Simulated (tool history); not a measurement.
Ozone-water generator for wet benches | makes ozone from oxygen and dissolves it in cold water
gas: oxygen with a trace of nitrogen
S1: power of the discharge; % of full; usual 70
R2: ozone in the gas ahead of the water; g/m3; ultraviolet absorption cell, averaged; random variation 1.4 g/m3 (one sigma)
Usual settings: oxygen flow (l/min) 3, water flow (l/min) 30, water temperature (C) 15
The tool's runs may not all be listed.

Run 1, day 0: usual settings. Result: dissolved ozone (ppm) 12.8, R2 254.3 g/m3.
Run 2, day 0.962: usual settings. Result: dissolved ozone (ppm) 12.8, R2 256.6 g/m3.
Run 3, day 2.025: usual settings. Result: dissolved ozone (ppm) 12.7, R2 253.7 g/m3.
Run 4, day 3.938: usual settings. Result: dissolved ozone (ppm) 12.6, R2 254.6 g/m3.
Run 5, day 5.296: usual settings. Result: dissolved ozone (ppm) 12.7, R2 252.1 g/m3.
Run 6, day 6.467: usual settings. Result: dissolved ozone (ppm) 12.4, R2 256.9 g/m3.
Run 7, day 8.367: usual settings. Result: dissolved ozone (ppm) 12.6, R2 252.6 g/m3.
Run 8, day 9.617: usual settings but water flow (l/min) 40. Result: dissolved ozone (ppm) 9.1, R2 252.5 g/m3.
Run 9, day 11.683: usual settings but water flow (l/min) 40. Result: dissolved ozone (ppm) 9.1, R2 254.8 g/m3.
Run 10, day 12.692: usual settings but water flow (l/min) 40, water temperature (C) 21. Result: dissolved ozone (ppm) 8.9, R2 254.3 g/m3.
Run 11, day 14.329: usual settings. Result: dissolved ozone (ppm) 12.5, R2 250.3 g/m3.
Run 12, day 15.812: usual settings. Result: dissolved ozone (ppm) 12.5, R2 250.2 g/m3.
Run 13, day 16.896: usual settings. Result: dissolved ozone (ppm) 12.4, R2 250.4 g/m3.
Run 14, day 18.067: usual settings. Result: dissolved ozone (ppm) 12.7, R2 252.9 g/m3.
Run 15, day 20.05: usual settings but S1 87 % of full. Result: dissolved ozone (ppm) 14.3, R2 291.2 g/m3.
Run 16, day 20.929: usual settings but S1 87 % of full. Result: dissolved ozone (ppm) 14.6, R2 291 g/m3.
Run 17, day 23.025: usual settings. Result: dissolved ozone (ppm) 12.5, R2 246.8 g/m3.
Run 18, day 24.317: usual settings but water flow (l/min) 20, water temperature (C) 9. Result: dissolved ozone (ppm) 19.6, R2 248.4 g/m3.
Run 19, day 25.604: usual settings but S1 64 % of full, water flow (l/min) 20, water temperature (C) 9. Result: dissolved ozone (ppm) 18.4, R2 235.8 g/m3.
Run 20, day 27.242: usual settings but oxygen flow (l/min) 1.85, water temperature (C) 17. Result: dissolved ozone (ppm) 11.3, R2 335.1 g/m3.
Run 21, day 29.342: usual settings but oxygen flow (l/min) 3.74, water flow (l/min) 33. Result: dissolved ozone (ppm) 11.6, R2 219 g/m3.
Run 22, day 30.338: usual settings but S1 91 % of full, oxygen flow (l/min) 3.12, water flow (l/min) 28, water temperature (C) 8. Result: dissolved ozone (ppm) 16.3, R2 290.3 g/m3.

Forecast run 23:
Run 23, day 31.558: usual settings but S1 91 % of full, oxygen flow (l/min) 3.12, water flow (l/min) 28, water temperature (C) 8. Result: dissolved ozone (ppm) ?, R2 ?.

Run 23 gave dissolved ozone (ppm) 16.8, R2 288.5 g/m3.
Without the tool's hidden state the same run would have given dissolved ozone (ppm) 18.7, R2 312.6 g/m3.

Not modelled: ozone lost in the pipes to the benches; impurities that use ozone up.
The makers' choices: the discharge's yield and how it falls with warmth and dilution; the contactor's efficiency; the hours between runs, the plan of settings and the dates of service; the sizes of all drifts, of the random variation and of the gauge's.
